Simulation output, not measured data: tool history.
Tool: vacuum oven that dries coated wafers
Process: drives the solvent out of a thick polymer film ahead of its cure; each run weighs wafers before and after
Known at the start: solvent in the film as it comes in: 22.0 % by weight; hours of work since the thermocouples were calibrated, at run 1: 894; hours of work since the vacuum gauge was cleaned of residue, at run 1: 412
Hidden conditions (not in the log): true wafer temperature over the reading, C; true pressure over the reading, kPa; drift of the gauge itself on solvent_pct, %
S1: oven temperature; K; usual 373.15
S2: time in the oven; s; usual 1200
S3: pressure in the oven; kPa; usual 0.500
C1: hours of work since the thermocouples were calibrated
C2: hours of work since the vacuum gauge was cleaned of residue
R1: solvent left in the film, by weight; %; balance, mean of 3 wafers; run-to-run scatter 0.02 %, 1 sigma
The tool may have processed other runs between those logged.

Run 1, hour 0.0: usual settings; C1 894; C2 412. Result: R1 2.15 %.
Run 2, hour 15.0: usual settings but S2 660 s; C1 906; C2 424. Result: R1 5.15 %.
Run 3, hour 45.9: usual settings but S2 660 s; C1 930; C2 448. Result: R1 5.11 %.
Run 4, hour 64.0: usual settings; C1 944; C2 462. Result: R1 2.16 %.
Run 5, hour 84.7: usual settings; C1 960; C2 479. Result: R1 2.12 %.
At hour 89.8: oven's thermocouples calibrated.
Run 6, hour 106.0: usual settings; C1 13; C2 494. Result: R1 1.95 %.
Run 7, hour 136.8: usual settings; C1 37; C2 518. Result: R1 1.96 %.
Run 8, hour 160.4: usual settings; C1 55; C2 536. Result: R1 1.92 %.
At hour 177.8: oven's thermocouples calibrated, once more.
Run 9, hour 197.8: usual settings but S1 381.15 K; C1 16; C2 564. Result: R1 1.10 %.
Run 10, hour 230.5: usual settings; C1 41; C2 590. Result: R1 2.57 %.
Run 11, hour 264.9: usual settings; C1 68; C2 617. Result: R1 2.54 %.
Run 12, hour 286.7: usual settings; C1 85; C2 634. Result: R1 2.52 %.
Run 13, hour 321.4: usual settings; C1 112; C2 661. Result: R1 2.49 %.
Run 14, hour 342.1: usual settings; C1 129; C2 677. Result: R1 2.50 %.
Run 15, hour 364.6: usual settings but S1 386.15 K; C1 146; C2 695. Result: R1 0.66 %.
Run 16, hour 382.1: usual settings but S1 386.15 K; C1 160; C2 708. Result: R1 0.65 %.
Run 17, hour 410.2: usual settings; C1 182; C2 730. Result: R1 2.48 %.
Run 18, hour 436.7: usual settings but S2 780 s; C1 203; C2 751. Result: R1 4.54 %.
Run 19, hour 465.5: usual settings but S1 381.15 K, S2 660 s, S3 1.603 kPa; C1 225; C2 774. Result: R1 3.99 %.
Run 20, hour 497.5: usual settings but S1 381.15 K, S2 660 s, S3 1.603 kPa; C1 250; C2 799. Result: R1 3.99 %.
Run 21, hour 530.7: usual settings but S1 380.15 K, S2 1140 s, S3 0.259 kPa; C1 276; C2 825. Result: R1 1.05 %.
Run 22, hour 559.0: usual settings but S1 380.15 K, S2 1140 s, S3 0.259 kPa; C1 298; C2 847. Result: R1 1.03 %.
Run 23, hour 580.9: usual settings but S1 380.15 K, S2 1140 s, S3 0.259 kPa; C1 316; C2 864. Result: R1 1.05 %.
Run 24, hour 612.5: usual settings but S1 380.15 K, S2 1140 s, S3 0.259 kPa; C1 340; C2 889. Result: R1 1.05 %.
Run 25, hour 628.6: usual settings; C1 353; C2 901. Result: R1 2.41 %.
Run 26, hour 654.3: usual settings but S1 386.15 K, S3 0.415 kPa; C1 373; C2 921. Result: R1 0.60 %.
Run 27, hour 676.8: usual settings but S1 386.15 K, S3 0.415 kPa; C1 391; C2 939. Result: R1 0.58 %.
Run 28, hour 698.3: usual settings but S1 386.15 K, S3 0.415 kPa; C1 407; C2 956. Result: R1 0.60 %.
Run 29, hour 719.6: usual settings but S1 386.15 K, S3 0.415 kPa; C1 424; C2 972. Result: R1 0.59 %.
Run 30, hour 751.6: usual settings but S1 382.15 K, S2 780 s, S3 1.827 kPa; C1 449; C2 998. Result: R1 3.13 %.
Run 31, hour 779.9: usual settings but S1 376.15 K, S2 780 s, S3 1.827 kPa; C1 471; C2 1020. Result: R1 4.80 %.
Run 32, hour 813.7: usual settings but S1 377.15 K, S2 1740 s; C1 498; C2 1046. Result: R1 0.94 %.
Run 33, hour 843.9: usual settings but S1 377.15 K, S2 1740 s; C1 521; C2 1070. Result: R1 0.93 %.
Run 34, hour 867.4: usual settings but S1 377.15 K, S2 1740 s; C1 540; C2 1088. Result: R1 0.96 %.
Run 35, hour 898.7: usual settings but S1 374.15 K; C1 564; C2 1113. Result: R1 2.12 %.
Run 36, hour 925.0: usual settings but S1 376.15 K, S2 840 s; C1 585; C2 1133. Result: R1 3.02 %.

What differs in the tool's unlogged condition from the final listed run ahead of each entry between runs to the first listed run following it?
In the gap between runs 5 and 6: oven's thermocouples calibrated (hour 89.8)
  true wafer temperature over the reading, C: 1.83 -> 2.72; true pressure over the reading, kPa: 0.057 -> 0.058
  the result without the hidden state subtracted from the measured one, R1: -0.36 -> -0.54 %
In the gap between runs 8 and 9: oven's thermocouples calibrated, once more (hour 177.8)
  true wafer temperature over the reading, C: 2.82 -> 0.12; true pressure over the reading, kPa: 0.062 -> 0.065
  the result without the hidden state subtracted from the measured one, R1: -0.56 -> +0.06 %
